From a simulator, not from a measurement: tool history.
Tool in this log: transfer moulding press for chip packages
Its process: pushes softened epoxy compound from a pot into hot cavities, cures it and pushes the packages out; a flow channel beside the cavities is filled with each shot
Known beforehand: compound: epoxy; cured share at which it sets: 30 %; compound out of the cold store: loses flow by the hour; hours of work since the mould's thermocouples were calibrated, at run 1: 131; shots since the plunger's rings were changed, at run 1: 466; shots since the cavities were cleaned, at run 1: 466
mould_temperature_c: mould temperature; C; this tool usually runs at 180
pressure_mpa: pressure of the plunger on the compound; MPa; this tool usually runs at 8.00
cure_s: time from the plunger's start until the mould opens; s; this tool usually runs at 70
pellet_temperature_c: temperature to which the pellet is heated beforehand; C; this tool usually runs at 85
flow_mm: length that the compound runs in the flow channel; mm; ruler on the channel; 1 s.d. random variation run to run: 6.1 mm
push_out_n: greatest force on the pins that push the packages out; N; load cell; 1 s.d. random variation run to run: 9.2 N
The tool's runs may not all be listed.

run,hour,mould_temperature_c,pressure_mpa,cure_s,pellet_temperature_c,hours of work since the mould's thermocouples were calibrated,shots since the plunger's rings were changed,shots since the cavities were cleaned,incoming compound's hours out of the cold store,flow_mm,push_out_n
1,0.0,180,8.00,70,85,131,466,466,41.4,791,547
# hour 6.7: cavities cleaned with cleaning compound and waxed
2,10.5,180,8.00,70,85,138,631,70,12.6,915,716
3,20.2,180,8.00,70,85,146,810,249,11.7,922,731
4,33.8,180,8.00,70,85,157,1061,500,9.2,914,753
# hour 39.2: cavities cleaned with cleaning compound and waxed
5,46.6,180,8.00,70,85,166,1268,136,46.4,768,460
6,58.5,180,8.00,70,85,175,1488,356,46.2,763,497
7,67.0,180,8.00,70,85,182,1644,512,19.4,878,571
# hour 71.0: cavities cleaned with cleaning compound and waxed
8,82.7,180,8.00,70,85,193,1905,215,14.4,889,487
9,96.2,180,6.31,70,85,204,2154,464,44.4,693,548
# hour 99.7: cavities cleaned with cleaning compound and waxed, once more
10,113.6,180,8.00,70,85,216,2447,257,21.5,862,514
11,122.8,180,8.00,70,85,223,2617,427,11.4,895,563
# hour 131.4: cavities cleaned with cleaning compound and waxed
12,135.5,180,8.00,70,85,232,2821,75,12.5,885,475
13,148.1,180,8.00,70,77,242,3055,309,12.3,887,589
# hour 163.0: cavities cleaned with cleaning compound and waxed
14,164.6,180,8.00,90,77,254,3331,30,39.2,779,336
15,178.6,180,6.82,88,77,265,3587,286,11.4,823,401
16,185.6,180,8.00,62,85,270,3717,416,18.3,853,763
# hour 194.7: cavities cleaned with cleaning compound and waxed
17,197.6,182,8.00,59,95,279,3911,55,32.5,791,520
18,213.2,182,8.00,59,95,291,4198,342,11.5,883,720
19,223.9,175,6.86,59,95,299,4395,539,10.0,815,1265
# hour 226.9: cavities cleaned with cleaning compound and waxed
20,234.0,179,9.37,99,88,306,4554,132,40.2,825,342
21,248.5,179,9.37,101,93,317,4819,397,11.0,940,401
22,256.7,179,9.37,101,93,324,4971,549,29.2,864,410
# hour 259.1: cavities cleaned with cleaning compound and waxed
23,267.2,173,8.00,70,85,331,5136,148,17.7,850,748
24,276.5,173,6.21,74,77,338,5309,321,18.3,747,721
# hour 291.7: cavities cleaned with cleaning compound and waxed
25,292.7,185,8.64,74,76,350,5578,19,34.5,807,316
26,299.5,185,8.64,74,76,355,5704,145,35.0,793,370
27,306.9,180,7.13,70,79,361,5841,282,45.6,691,521
28,318.3,180,7.13,70,79,370,6049,490,23.0,767,583

For each entry between runs, how does the tool's hidden state at the last listed run before it compare with that at the first listed run after it?
Logged between run 1 and run 2: cavities cleaned with cleaning compound and waxed (hour 6.7)
  pressure that reaches the compound, % of what is set: 98.84 -> 98.43; grip of the stained cavities, % over clean ones': 41 -> 78.3
  measured minus no-state result, flow_mm: -5 -> -7 mm; push_out_n: +157 -> +313 N
Logged between run 4 and run 5: cavities cleaned with cleaning compound and waxed (hour 39.2)
  pressure that reaches the compound, % of what is set: 97.28 -> 96.75; grip of the stained cavities, % over clean ones': 81.4 -> 15.4
  measured minus no-state result, flow_mm: -13 -> -13 mm; push_out_n: +337 -> +60 N
Logged between run 7 and run 8: cavities cleaned with cleaning compound and waxed (hour 71.0)
  pressure that reaches the compound, % of what is set: 95.87 -> 95.25; grip of the stained cavities, % over clean ones': 43.7 -> 25.6
  measured minus no-state result, flow_mm: -19 -> -22 mm; push_out_n: +172 -> +99 N
Logged between run 9 and run 10: cavities cleaned with cleaning compound and waxed, once more (hour 99.7)
  true mould temperature over the reading, C: 0.04 -> 0.03; pressure that reaches the compound, % of what is set: 94.55 -> 93.85; grip of the stained cavities, % over clean ones': 43.8 -> 26
  measured minus no-state result, flow_mm: -19 -> -28 mm; push_out_n: +169 -> +106 N
Logged between run 11 and run 12: cavities cleaned with cleaning compound and waxed (hour 131.4)
  true mould temperature over the reading, C: 0.02 -> 0.01; pressure that reaches the compound, % of what is set: 93.41 -> 92.9; grip of the stained cavities, % over clean ones': 39 -> 13.8
  measured minus no-state result, flow_mm: -31 -> -33 mm; push_out_n: +159 -> +58 N
Logged between run 13 and run 14: cavities cleaned with cleaning compound and waxed (hour 163.0)
  true mould temperature over the reading, C: 0 -> -0.01; pressure that reaches the compound, % of what is set: 92.32 -> 91.6; grip of the stained cavities, % over clean ones': 33 -> 5.9
  measured minus no-state result, flow_mm: -36 -> -35 mm; push_out_n: +145 -> +19 N
Logged between run 16 and run 17: cavities cleaned with cleaning compound and waxed (hour 194.7)
  true mould temperature over the reading, C: -0.02 -> -0.03; pressure that reaches the compound, % of what is set: 90.6 -> 90.09; grip of the stained cavities, % over clean ones': 38.1 -> 8.5
  measured minus no-state result, flow_mm: -43 -> -42 mm; push_out_n: +211 -> +41 N
Logged between run 19 and run 20: cavities cleaned with cleaning compound and waxed (hour 226.9)
  pressure that reaches the compound, % of what is set: 88.85 -> 88.47; grip of the stained cavities, % over clean ones': 46 -> 14
  measured minus no-state result, flow_mm: -50 -> -52 mm; push_out_n: +400 -> +41 N
Logged between run 22 and run 23: cavities cleaned with cleaning compound and waxed (hour 259.1)
  pressure that reaches the compound, % of what is set: 87.48 -> 87.05; grip of the stained cavities, % over clean ones': 45 -> 19.4
  measured minus no-state result, flow_mm: -60 -> -60 mm; push_out_n: +128 -> +124 N
Logged between run 24 and run 25: cavities cleaned with cleaning compound and waxed (hour 291.7)
  true mould temperature over the reading, C: -0.08 -> -0.09; pressure that reaches the compound, % of what is set: 86.6 -> 85.92; grip of the stained cavities, % over clean ones': 32.8 -> 3.4
  measured minus no-state result, flow_mm: -55 -> -63 mm; push_out_n: +180 -> +11 N
